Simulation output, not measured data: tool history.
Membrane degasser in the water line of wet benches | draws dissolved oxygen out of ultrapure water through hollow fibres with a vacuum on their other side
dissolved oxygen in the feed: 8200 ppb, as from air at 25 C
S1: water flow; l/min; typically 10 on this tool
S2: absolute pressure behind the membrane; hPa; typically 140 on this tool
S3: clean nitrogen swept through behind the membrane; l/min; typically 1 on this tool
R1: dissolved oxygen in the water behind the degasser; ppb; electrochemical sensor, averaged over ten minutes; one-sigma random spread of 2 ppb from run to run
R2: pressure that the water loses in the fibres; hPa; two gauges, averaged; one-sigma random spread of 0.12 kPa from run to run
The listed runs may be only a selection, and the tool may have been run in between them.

run,hour,S1,S2,S3,R1,R2
1,0,10,140,1,317.2,416.8
2,143,10,140,1,320.6,417
3,220,10,140,1,318.6,415.2
4,336.7,10,140,1,320.2,415.8
5,487.3,10,140,1.8,215.1,414.9
6,597.5,10,140,1.8,213.9,415.1
7,734.2,10,140,1.8,216.5,414
8,881.3,10,140,1.8,215.7,415.5
9,973.5,10,140,1,317.7,414.2
10,1042.3,10,131,1,301.3,416.3
11,1180.3,10,140,0.57,482.9,413.9
12,1298.3,8,113,0.71,240.6,333.3
13,1369.7,8,123,2.12,115,331.1
14,1436.7,9,334,0.4,1332.5,373.1
15,1508.4,15,334,0.55,1664.9,618.6
16,1622.1,15,334,0.55,1664.4,621.1
17,1754.7,11,167,2.83,225,455.6
18,1885,10,311,2.83,302.1,412.3
19,2048.1,10,311,2.83,305.3,411.2
20,2179.5,10,197,1.37,348.3,412
21,2292.6,11,254,0.45,1126.8,453.7

Consider 3 possible next runs. They are alternatives, not a sequence: every one starts from the tool as it was left by run 21. What does each give?
A,2399.9,10,140,1.84,?,?
B,2399.9,11,333,0.45,?,?
C,2399.9,10,193,1.57,?,?

run,R1,R2
A,214.4,412.5
B,1435.4,452.7
C,311.8,410.3
Without the tool's hidden state the same runs would have given:
run,R1,R2
A,213.7,415.7
B,1432.9,456.2
C,310.8,413.5
